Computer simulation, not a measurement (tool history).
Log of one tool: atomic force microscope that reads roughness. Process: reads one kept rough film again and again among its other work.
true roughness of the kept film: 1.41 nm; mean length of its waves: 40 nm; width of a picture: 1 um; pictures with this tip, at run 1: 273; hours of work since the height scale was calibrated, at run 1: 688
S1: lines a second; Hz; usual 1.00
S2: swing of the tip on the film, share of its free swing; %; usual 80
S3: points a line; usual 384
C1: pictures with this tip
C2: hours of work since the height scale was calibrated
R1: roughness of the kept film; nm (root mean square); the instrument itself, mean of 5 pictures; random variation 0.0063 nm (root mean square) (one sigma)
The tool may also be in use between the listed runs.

{"run": 1, "hour": 0.0, "S1": 1.0, "S2": 80, "S3": 384, "C1": 273, "C2": 688, "R1": 1.139}
{"run": 2, "hour": 14.2, "S1": 1.0, "S2": 80, "S3": 384, "C1": 298, "C2": 696, "R1": 1.139}
{"hour": 27.1, "done": "new tip fitted"}
{"run": 3, "hour": 37.6, "S1": 1.0, "S2": 80, "S3": 384, "C1": 19, "C2": 711, "R1": 1.228}
{"run": 4, "hour": 57.3, "S1": 1.0, "S2": 56, "S3": 384, "C1": 53, "C2": 723, "R1": 1.321}
{"run": 5, "hour": 83.5, "S1": 1.0, "S2": 80, "S3": 384, "C1": 99, "C2": 740, "R1": 1.2}
{"run": 6, "hour": 111.6, "S1": 1.0, "S2": 75, "S3": 384, "C1": 148, "C2": 757, "R1": 1.218}
{"run": 7, "hour": 140.0, "S1": 1.0, "S2": 75, "S3": 384, "C1": 198, "C2": 775, "R1": 1.208}
{"run": 8, "hour": 161.5, "S1": 1.0, "S2": 84, "S3": 384, "C1": 236, "C2": 789, "R1": 1.142}
{"run": 9, "hour": 176.3, "S1": 0.82, "S2": 80, "S3": 384, "C1": 262, "C2": 798, "R1": 1.169}
{"run": 10, "hour": 201.6, "S1": 0.82, "S2": 80, "S3": 384, "C1": 306, "C2": 814, "R1": 1.16}
{"hour": 208.8, "done": "new tip fitted"}
{"run": 11, "hour": 214.0, "S1": 0.82, "S2": 80, "S3": 384, "C1": 9, "C2": 821, "R1": 1.252}
{"run": 12, "hour": 236.8, "S1": 0.82, "S2": 80, "S3": 384, "C1": 49, "C2": 836, "R1": 1.23}
{"run": 13, "hour": 250.6, "S1": 1.0, "S2": 80, "S3": 384, "C1": 73, "C2": 844, "R1": 1.211}
{"run": 14, "hour": 278.7, "S1": 1.0, "S2": 80, "S3": 454, "C1": 122, "C2": 862, "R1": 1.193}
{"run": 15, "hour": 306.8, "S1": 1.0, "S2": 80, "S3": 454, "C1": 171, "C2": 880, "R1": 1.177}
{"run": 16, "hour": 327.1, "S1": 1.0, "S2": 80, "S3": 454, "C1": 207, "C2": 892, "R1": 1.17}
{"run": 17, "hour": 339.5, "S1": 0.62, "S2": 64, "S3": 399, "C1": 229, "C2": 900, "R1": 1.253}
{"run": 18, "hour": 367.6, "S1": 0.67, "S2": 72, "S3": 464, "C1": 278, "C2": 918, "R1": 1.225}
{"hour": 392.1, "done": "new tip fitted"}
{"run": 19, "hour": 395.8, "S1": 0.68, "S2": 60, "S3": 464, "C1": 6, "C2": 935, "R1": 1.334}
{"run": 20, "hour": 413.3, "S1": 2.29, "S2": 59, "S3": 447, "C1": 37, "C2": 946, "R1": 1.261}
{"run": 21, "hour": 430.6, "S1": 1.03, "S2": 59, "S3": 576, "C1": 67, "C2": 957, "R1": 1.297}
{"hour": 433.4, "done": "height scale calibrated on a step standard"}
{"run": 22, "hour": 444.3, "S1": 0.7, "S2": 63, "S3": 486, "C1": 90, "C2": 7, "R1": 1.3}
{"run": 23, "hour": 461.3, "S1": 1.0, "S2": 76, "S3": 877, "C1": 119, "C2": 17, "R1": 1.22}
{"run": 24, "hour": 483.6, "S1": 1.34, "S2": 79, "S3": 503, "C1": 158, "C2": 32, "R1": 1.154}
{"hour": 489.3, "done": "height scale calibrated on a step standard, once more"}
{"run": 25, "hour": 499.9, "S1": 1.7, "S2": 81, "S3": 384, "C1": 185, "C2": 7, "R1": 1.076}
{"run": 26, "hour": 518.3, "S1": 1.0, "S2": 72, "S3": 331, "C1": 217, "C2": 18, "R1": 1.198}
{"run": 27, "hour": 539.1, "S1": 1.0, "S2": 89, "S3": 331, "C1": 254, "C2": 31, "R1": 1.093}
{"run": 28, "hour": 555.0, "S1": 2.14, "S2": 71, "S3": 778, "C1": 282, "C2": 41, "R1": 1.101}
{"run": 29, "hour": 573.2, "S1": 2.14, "S2": 71, "S3": 778, "C1": 314, "C2": 53, "R1": 1.093}
{"hour": 576.1, "done": "new tip fitted"}
{"run": 30, "hour": 588.6, "S1": 2.14, "S2": 71, "S3": 778, "C1": 22, "C2": 62, "R1": 1.178}
{"run": 31, "hour": 603.0, "S1": 2.6, "S2": 80, "S3": 469, "C1": 47, "C2": 71, "R1": 1.034}

5 ways to go on from here, each from the tool as it stands after run 31. What would each give?
{"run": "A", "hour": 623.5, "S1": 1.0, "S2": 57, "S3": 450, "C1": 83, "C2": 84, "R1": "?"}
{"run": "B", "hour": 623.5, "S1": 1.2, "S2": 80, "S3": 1020, "C1": 83, "C2": 84, "R1": "?"}
{"run": "C", "hour": 623.5, "S1": 1.0, "S2": 64, "S3": 384, "C1": 83, "C2": 84, "R1": "?"}
{"run": "D", "hour": 623.5, "S1": 2.6, "S2": 65, "S3": 898, "C1": 83, "C2": 84, "R1": "?"}
{"run": "E", "hour": 623.5, "S1": 0.76, "S2": 80, "S3": 469, "C1": 83, "C2": 84, "R1": "?"}

run=A R1=1.299
run=B R1=1.186
run=C R1=1.283
run=D R1=1.190
run=E R1=1.231
Without the tool's hidden state the same runs would have given:
run=A R1=1.328
run=B R1=1.212
run=C R1=1.312
run=D R1=1.216
run=E R1=1.258
